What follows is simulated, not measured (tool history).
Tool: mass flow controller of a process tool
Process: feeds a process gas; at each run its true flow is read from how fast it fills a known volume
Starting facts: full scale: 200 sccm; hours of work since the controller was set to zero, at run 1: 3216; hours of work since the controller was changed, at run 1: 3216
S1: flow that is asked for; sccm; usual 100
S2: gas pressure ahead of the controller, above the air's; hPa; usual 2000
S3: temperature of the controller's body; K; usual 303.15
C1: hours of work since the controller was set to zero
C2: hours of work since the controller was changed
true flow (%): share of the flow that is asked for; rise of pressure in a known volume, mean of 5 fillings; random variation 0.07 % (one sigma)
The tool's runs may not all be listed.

Run 1, day 0: usual settings; C1 3216; C2 3216. Result: true flow (%) 98.95.
Run 2, day 4.767: usual settings; C1 3283; C2 3283. Result: true flow (%) 99.
Run 3, day 13.142: usual settings; C1 3401; C2 3401. Result: true flow (%) 99.22.
Run 4, day 19.488: usual settings; C1 3491; C2 3491. Result: true flow (%) 99.12.
Run 5, day 23.317: usual settings; C1 3545; C2 3545. Result: true flow (%) 99.19.
Run 6, day 31.396: usual settings; C1 3659; C2 3659. Result: true flow (%) 99.18.
Run 7, day 35.292: usual settings; C1 3714; C2 3714. Result: true flow (%) 99.38.
Run 8, day 42.829: usual settings; C1 3821; C2 3821. Result: true flow (%) 99.36.
Run 9, day 48.696: usual settings; C1 3903; C2 3903. Result: true flow (%) 99.48.
Run 10, day 55.121: usual settings; C1 3994; C2 3994. Result: true flow (%) 99.42.
Run 11, day 60.588: usual settings but S3 295.15 K; C1 4071; C2 4071. Result: true flow (%) 99.22.
Run 12, day 68.554: usual settings but S3 295.15 K; C1 4184; C2 4184. Result: true flow (%) 99.45.
Run 13, day 74.412: usual settings but S2 2010 hPa; C1 4267; C2 4267. Result: true flow (%) 99.7.
Run 14, day 79.533: usual settings but S1 116 sccm; C1 4339; C2 4339. Result: true flow (%) 99.8.
Run 15, day 85.242: usual settings but S1 116 sccm; C1 4420; C2 4420. Result: true flow (%) 100.05.
Run 16, day 90.529: usual settings but S1 43 sccm; C1 4494; C2 4494. Result: true flow (%) 99.06.
Run 17, day 97.008: usual settings; C1 4586; C2 4586. Result: true flow (%) 99.86.
Run 18, day 105.058: usual settings but S2 2060 hPa; C1 4699; C2 4699. Result: true flow (%) 99.89.
Run 19, day 113.642: usual settings but S2 2060 hPa; C1 4821; C2 4821. Result: true flow (%) 100.02.
Run 20, day 117.404: usual settings but S2 2060 hPa; C1 4874; C2 4874. Result: true flow (%) 99.94.
Run 21, day 121.521: usual settings but S2 2060 hPa; C1 4932; C2 4932. Result: true flow (%) 99.98.
Run 22, day 128.521: usual settings but S2 2060 hPa; C1 5031; C2 5031. Result: true flow (%) 100.03.
At day 133.583: controller exchanged for a calibrated one.
Run 23, day 136.871: usual settings but S2 2060 hPa; C1 46; C2 46. Result: true flow (%) 100.23.
Run 24, day 141.329: usual settings but S1 135 sccm, S2 2060 hPa; C1 109; C2 109. Result: true flow (%) 100.74.
Run 25, day 147.896: usual settings but S1 120 sccm, S2 1650 hPa, S3 305.15 K; C1 202; C2 202. Result: true flow (%) 100.98.
Run 26, day 155.183: usual settings but S1 41 sccm, S2 1470 hPa, S3 295.15 K; C1 305; C2 305. Result: true flow (%) 99.71.
Run 27, day 161.567: usual settings but S2 2690 hPa, S3 308.15 K; C1 395; C2 395. Result: true flow (%) 100.23.
Run 28, day 167.304: usual settings; C1 476; C2 476. Result: true flow (%) 100.68.
Run 29, day 174.571: usual settings but S1 36 sccm, S3 307.15 K; C1 579; C2 579. Result: true flow (%) 99.83.
At day 180.508: gauge calibrated.
Run 30, day 180.508: usual settings but S1 149 sccm, S3 311.15 K; C1 663; C2 663. Result: true flow (%) 99.85.
Run 31, day 188.296: usual settings but S1 186 sccm, S3 302.15 K; C1 773; C2 773. Result: true flow (%) 99.98.
Run 32, day 194.867: usual settings but S1 28 sccm, S2 2210 hPa, S3 309.15 K; C1 866; C2 866. Result: true flow (%) 98.24.
Run 33, day 201.817: usual settings but S1 59 sccm, S2 1800 hPa, S3 301.15 K; C1 964; C2 964. Result: true flow (%) 98.72.
Run 34, day 207.442: usual settings but S3 304.15 K; C1 1043; C2 1043. Result: true flow (%) 99.17.
Run 35, day 215.479: usual settings but S3 304.15 K; C1 1157; C2 1157. Result: true flow (%) 99.4.
Run 36, day 222.908: usual settings but S3 304.15 K; C1 1262; C2 1262. Result: true flow (%) 99.43.
Run 37, day 229.575: usual settings but S1 200 sccm, S2 2210 hPa, S3 307.15 K; C1 1356; C2 1356. Result: true flow (%) 100.6.
Run 38, day 235.954: usual settings but S1 77 sccm, S2 1750 hPa; C1 1446; C2 1446. Result: true flow (%) 99.35.
Run 39, day 241.492: usual settings but S1 104 sccm, S2 2160 hPa, S3 295.15 K; C1 1524; C2 1524. Result: true flow (%) 99.13.
Run 40, day 247.979: usual settings but S1 104 sccm, S2 2160 hPa, S3 295.15 K; C1 1616; C2 1616. Result: true flow (%) 99.29.
Run 41, day 253.046: usual settings but S2 1840 hPa, S3 295.15 K; C1 1687; C2 1687. Result: true flow (%) 99.52.
Run 42, day 258.433: usual settings but S1 23 sccm, S2 2040 hPa, S3 306.15 K; C1 1763; C2 1763. Result: true flow (%) 98.81.
Run 43, day 262.729: usual settings but S2 1950 hPa; C1 1824; C2 1824. Result: true flow (%) 99.66.
At day 266.188: gauge calibrated.
Run 44, day 271.288: usual settings but S2 1950 hPa; C1 1945; C2 1945. Result: true flow (%) 99.19.
Run 45, day 279.275: usual settings but S1 164 sccm, S2 1950 hPa, S3 306.15 K; C1 2058; C2 2058. Result: true flow (%) 100.02.
Run 46, day 288.004: usual settings but S1 164 sccm, S2 1950 hPa, S3 306.15 K; C1 2181; C2 2181. Result: true flow (%) 99.96.
Run 47, day 295.95: usual settings but S1 164 sccm, S2 1950 hPa, S3 306.15 K; C1 2293; C2 2293. Result: true flow (%) 100.22.

Some steps in true flow (%) between neighbouring runs. How much of each would the tool show without its hidden state too (settings, what came in, random variation), and how much is left for the hidden state, with any gauge scatter that isn't in both results?
Hidden conditions of the tool in this case: flow at rest that the sensor doesn't see, % of full scale; true flow over the shown one, %; drift of the gauge itself on true_pct, %.
Run 22 -> 23: controller exchanged for a calibrated one. true flow (%) +0.2: hidden state +0.11, all else +0.09.
Run 25 -> 26: S1 120 -> 41, S2 1650 -> 1470, S3 305.15 -> 295.15. true flow (%) -1.27: hidden state +0.04, all else -1.31.
Run 29 -> 30: S1 36 -> 149, S3 307.15 -> 311.15, gauge calibrated. true flow (%) +0.02: hidden state -1.59, all else +1.61.
Run 31 -> 32: S1 186 -> 28, S2 2000 -> 2210, S3 302.15 -> 309.15. true flow (%) -1.74: hidden state +0.07, all else -1.81.
Run 37 -> 38: S1 200 -> 77, S2 2210 -> 1750, S3 307.15 -> 303.15. true flow (%) -1.25: hidden state +0.06, all else -1.31.
Run 43 -> 44: gauge calibrated. true flow (%) -0.47: hidden state -0.71, all else +0.24.
